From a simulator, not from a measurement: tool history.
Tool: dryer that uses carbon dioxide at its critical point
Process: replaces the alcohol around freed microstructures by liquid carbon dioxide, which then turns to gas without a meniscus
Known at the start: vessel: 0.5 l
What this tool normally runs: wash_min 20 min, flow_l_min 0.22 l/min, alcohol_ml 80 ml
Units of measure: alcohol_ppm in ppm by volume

run,hour,wash_min,flow_l_min,alcohol_ml,alcohol_ppm
1,0,20,0.22,80,182
# hour 61.8: inlet filter changed
2,74.7,20,0.193,80,240
3,114.9,20,0.193,80,238
4,169.4,20,0.193,80,267
5,232.8,25,0.22,80,196
6,262.7,25,0.22,80,191
7,293.9,20,0.281,80,202
8,346.1,18,0.281,80,223
9,416.2,20,0.22,80,268
10,478,20,0.218,80,297
11,549.6,20,0.22,54,288
# hour 569.4: purifier's bed changed
12,608,28,0.22,80,18
13,665.5,20,0.22,80,80
14,714,20,0.362,80,45
15,760.8,18,0.152,83,1115
16,802,18,0.152,83,1210
17,863.8,17,0.178,83,765
18,900.6,25,0.198,90,108
19,958.2,14,0.188,55,1076
# hour 972.5: inlet filter changed
20,1022.9,15,0.149,115,3307
21,1060.2,17,0.258,56,156
22,1102.4,12,0.22,87,1349
23,1133.3,12,0.22,87,1303
24,1166.8,24,0.22,49,162

Forecast run 25:
25,1232.6,16,0.32,40,?

Run 25 came out at alcohol_ppm 175 ppm by volume.
If the tool had no hidden condition, the same run with the same run-to-run variation would have returned alcohol_ppm 12 ppm by volume.
